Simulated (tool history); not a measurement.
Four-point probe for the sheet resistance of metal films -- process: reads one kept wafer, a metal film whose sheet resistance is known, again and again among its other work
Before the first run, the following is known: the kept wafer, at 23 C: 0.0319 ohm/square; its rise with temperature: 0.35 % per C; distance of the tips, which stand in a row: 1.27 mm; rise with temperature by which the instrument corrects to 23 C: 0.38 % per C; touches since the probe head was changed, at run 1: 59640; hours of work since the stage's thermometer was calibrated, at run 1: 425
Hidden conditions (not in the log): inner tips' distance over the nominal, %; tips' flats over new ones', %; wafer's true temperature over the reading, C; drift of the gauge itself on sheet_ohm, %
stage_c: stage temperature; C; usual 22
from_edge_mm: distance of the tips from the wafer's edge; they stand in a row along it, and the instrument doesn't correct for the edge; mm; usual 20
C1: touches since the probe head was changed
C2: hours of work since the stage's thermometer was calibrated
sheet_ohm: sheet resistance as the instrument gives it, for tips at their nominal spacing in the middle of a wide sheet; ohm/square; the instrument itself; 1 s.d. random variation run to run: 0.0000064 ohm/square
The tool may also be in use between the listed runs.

run 1 hour=0.0 | stage_c=22 from_edge_mm=20 | C1=59640 C2=425 | sheet_ohm=0.031470
run 2 hour=10.8 | stage_c=22 from_edge_mm=20 | C1=59936 C2=431 | sheet_ohm=0.031472
run 3 hour=26.4 | stage_c=22 from_edge_mm=20 | C1=60365 C2=439 | sheet_ohm=0.031469
run 4 hour=35.7 | stage_c=22 from_edge_mm=20 | C1=60621 C2=444 | sheet_ohm=0.031467
-- hour=37.9 stage's thermometer calibrated
run 5 hour=54.0 | stage_c=22 from_edge_mm=20 | C1=61111 C2=8 | sheet_ohm=0.031459
run 6 hour=63.8 | stage_c=22 from_edge_mm=20 | C1=61379 C2=14 | sheet_ohm=0.031457

Run 7 comes next. What will it give?
run 7 hour=79.7 | stage_c=19 from_edge_mm=5 | C1=61817 C2=22 | sheet_ohm=?

For run 7 the tool returned sheet_ohm 0.032479 ohm/square.
The same run, on a tool lacking any hidden state, would have yielded sheet_ohm 0.033019 ohm/square.
